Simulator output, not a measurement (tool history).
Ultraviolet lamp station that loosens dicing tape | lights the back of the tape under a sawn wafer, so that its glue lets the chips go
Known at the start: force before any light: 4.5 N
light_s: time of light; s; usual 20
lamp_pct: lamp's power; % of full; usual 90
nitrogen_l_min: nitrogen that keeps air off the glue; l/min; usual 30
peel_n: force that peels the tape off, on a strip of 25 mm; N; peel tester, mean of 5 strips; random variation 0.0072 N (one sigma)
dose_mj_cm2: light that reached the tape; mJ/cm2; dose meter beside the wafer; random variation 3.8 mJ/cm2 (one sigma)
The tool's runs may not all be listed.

{"run": 1, "day": 0.0, "light_s": 20, "lamp_pct": 90, "nitrogen_l_min": 30, "peel_n": 0.261, "dose_mj_cm2": 633}
{"day": 0.375, "done": "window cleaned of glue's vapour"}
{"run": 2, "day": 3.379, "light_s": 20, "lamp_pct": 90, "nitrogen_l_min": 30, "peel_n": 0.282, "dose_mj_cm2": 632}
{"run": 3, "day": 6.404, "light_s": 20, "lamp_pct": 90, "nitrogen_l_min": 30, "peel_n": 0.263, "dose_mj_cm2": 634}
{"run": 4, "day": 9.879, "light_s": 22, "lamp_pct": 90, "nitrogen_l_min": 30, "peel_n": 0.228, "dose_mj_cm2": 695}
{"run": 5, "day": 12.325, "light_s": 20, "lamp_pct": 90, "nitrogen_l_min": 30, "peel_n": 0.254, "dose_mj_cm2": 632}
{"run": 6, "day": 14.8, "light_s": 20, "lamp_pct": 90, "nitrogen_l_min": 30, "peel_n": 0.27, "dose_mj_cm2": 629}
{"run": 7, "day": 16.925, "light_s": 20, "lamp_pct": 90, "nitrogen_l_min": 30, "peel_n": 0.252, "dose_mj_cm2": 638}
{"run": 8, "day": 20.738, "light_s": 20, "lamp_pct": 92, "nitrogen_l_min": 30, "peel_n": 0.25, "dose_mj_cm2": 646}
{"run": 9, "day": 23.792, "light_s": 20, "lamp_pct": 90, "nitrogen_l_min": 30, "peel_n": 0.26, "dose_mj_cm2": 633}
{"run": 10, "day": 26.704, "light_s": 20, "lamp_pct": 90, "nitrogen_l_min": 30, "peel_n": 0.262, "dose_mj_cm2": 627}
{"day": 28.575, "done": "window cleaned of glue's vapour"}
{"run": 11, "day": 29.212, "light_s": 19, "lamp_pct": 90, "nitrogen_l_min": 30, "peel_n": 0.294, "dose_mj_cm2": 598}
{"run": 12, "day": 32.238, "light_s": 19, "lamp_pct": 90, "nitrogen_l_min": 30, "peel_n": 0.291, "dose_mj_cm2": 596}
{"run": 13, "day": 36.133, "light_s": 20, "lamp_pct": 90, "nitrogen_l_min": 32, "peel_n": 0.253, "dose_mj_cm2": 621}
{"run": 14, "day": 38.475, "light_s": 20, "lamp_pct": 90, "nitrogen_l_min": 32, "peel_n": 0.25, "dose_mj_cm2": 629}
{"run": 15, "day": 41.888, "light_s": 20, "lamp_pct": 71, "nitrogen_l_min": 30, "peel_n": 0.403, "dose_mj_cm2": 496}
{"run": 16, "day": 45.433, "light_s": 20, "lamp_pct": 85, "nitrogen_l_min": 30, "peel_n": 0.293, "dose_mj_cm2": 593}
{"run": 17, "day": 48.588, "light_s": 20, "lamp_pct": 85, "nitrogen_l_min": 37, "peel_n": 0.274, "dose_mj_cm2": 590}
{"run": 18, "day": 50.892, "light_s": 20, "lamp_pct": 85, "nitrogen_l_min": 37, "peel_n": 0.262, "dose_mj_cm2": 586}
{"run": 19, "day": 53.067, "light_s": 20, "lamp_pct": 85, "nitrogen_l_min": 37, "peel_n": 0.253, "dose_mj_cm2": 586}
{"run": 20, "day": 55.454, "light_s": 20, "lamp_pct": 85, "nitrogen_l_min": 37, "peel_n": 0.273, "dose_mj_cm2": 590}
{"day": 56.629, "done": "window cleaned of glue's vapour"}
{"run": 21, "day": 57.292, "light_s": 20, "lamp_pct": 90, "nitrogen_l_min": 9, "peel_n": 0.526, "dose_mj_cm2": 624}
{"run": 22, "day": 60.7, "light_s": 20, "lamp_pct": 90, "nitrogen_l_min": 9, "peel_n": 0.508, "dose_mj_cm2": 621}
{"run": 23, "day": 64.112, "light_s": 17, "lamp_pct": 94, "nitrogen_l_min": 12, "peel_n": 0.551, "dose_mj_cm2": 546}
{"run": 24, "day": 67.629, "light_s": 31, "lamp_pct": 82, "nitrogen_l_min": 23, "peel_n": 0.171, "dose_mj_cm2": 877}
{"run": 25, "day": 70.958, "light_s": 31, "lamp_pct": 75, "nitrogen_l_min": 23, "peel_n": 0.174, "dose_mj_cm2": 798}
{"run": 26, "day": 74.629, "light_s": 12, "lamp_pct": 75, "nitrogen_l_min": 53, "peel_n": 0.776, "dose_mj_cm2": 311}
{"run": 27, "day": 76.908, "light_s": 12, "lamp_pct": 74, "nitrogen_l_min": 16, "peel_n": 1.212, "dose_mj_cm2": 304}
{"run": 28, "day": 79.921, "light_s": 25, "lamp_pct": 90, "nitrogen_l_min": 47, "peel_n": 0.165, "dose_mj_cm2": 775}
{"day": 81.729, "done": "gauge calibrated"}
{"run": 29, "day": 81.729, "light_s": 12, "lamp_pct": 90, "nitrogen_l_min": 29, "peel_n": 0.685, "dose_mj_cm2": 382}
{"run": 30, "day": 84.35, "light_s": 12, "lamp_pct": 90, "nitrogen_l_min": 29, "peel_n": 0.698, "dose_mj_cm2": 375}
{"day": 84.671, "done": "window cleaned of glue's vapour"}
{"run": 31, "day": 86.396, "light_s": 20, "lamp_pct": 79, "nitrogen_l_min": 19, "peel_n": 0.435, "dose_mj_cm2": 555}
{"run": 32, "day": 88.171, "light_s": 20, "lamp_pct": 79, "nitrogen_l_min": 19, "peel_n": 0.423, "dose_mj_cm2": 556}
{"run": 33, "day": 90.896, "light_s": 20, "lamp_pct": 79, "nitrogen_l_min": 19, "peel_n": 0.429, "dose_mj_cm2": 556}
{"run": 34, "day": 94.1, "light_s": 11, "lamp_pct": 90, "nitrogen_l_min": 48, "peel_n": 0.658, "dose_mj_cm2": 349}
{"run": 35, "day": 97.546, "light_s": 11, "lamp_pct": 90, "nitrogen_l_min": 48, "peel_n": 0.663, "dose_mj_cm2": 346}
{"run": 36, "day": 99.138, "light_s": 29, "lamp_pct": 90, "nitrogen_l_min": 9, "peel_n": 0.251, "dose_mj_cm2": 920}
{"run": 37, "day": 103.033, "light_s": 11, "lamp_pct": 90, "nitrogen_l_min": 14, "peel_n": 1.111, "dose_mj_cm2": 346}
{"run": 38, "day": 106.429, "light_s": 11, "lamp_pct": 90, "nitrogen_l_min": 14, "peel_n": 1.08, "dose_mj_cm2": 351}
{"run": 39, "day": 109.196, "light_s": 22, "lamp_pct": 90, "nitrogen_l_min": 22, "peel_n": 0.25, "dose_mj_cm2": 686}
{"run": 40, "day": 112.421, "light_s": 22, "lamp_pct": 90, "nitrogen_l_min": 22, "peel_n": 0.25, "dose_mj_cm2": 683}
{"day": 112.958, "done": "window cleaned of glue's vapour"}
{"run": 41, "day": 115.867, "light_s": 22, "lamp_pct": 90, "nitrogen_l_min": 22, "peel_n": 0.258, "dose_mj_cm2": 688}
{"run": 42, "day": 118.642, "light_s": 20, "lamp_pct": 93, "nitrogen_l_min": 18, "peel_n": 0.317, "dose_mj_cm2": 649}
{"run": 43, "day": 121.583, "light_s": 19, "lamp_pct": 72, "nitrogen_l_min": 11, "peel_n": 0.764, "dose_mj_cm2": 475}

Forecast each of these 4 alternatives for the next run:
{"run": "A", "day": 125.204, "light_s": 27, "lamp_pct": 77, "nitrogen_l_min": 54, "peel_n": "?", "dose_mj_cm2": "?"}
{"run": "B", "day": 125.204, "light_s": 20, "lamp_pct": 78, "nitrogen_l_min": 31, "peel_n": "?", "dose_mj_cm2": "?"}
{"run": "C", "day": 125.204, "light_s": 39, "lamp_pct": 72, "nitrogen_l_min": 18, "peel_n": "?", "dose_mj_cm2": "?"}
{"run": "D", "day": 125.204, "light_s": 14, "lamp_pct": 72, "nitrogen_l_min": 14, "peel_n": "?", "dose_mj_cm2": "?"}

run=A peel_n=0.155 dose_mj_cm2=715
run=B peel_n=0.339 dose_mj_cm2=542
run=C peel_n=0.151 dose_mj_cm2=968
run=D peel_n=1.049 dose_mj_cm2=349
Without the tool's hidden state the same runs would have given:
run=A peel_n=0.155 dose_mj_cm2=728
run=B peel_n=0.338 dose_mj_cm2=552
run=C peel_n=0.151 dose_mj_cm2=986
run=D peel_n=1.046 dose_mj_cm2=355
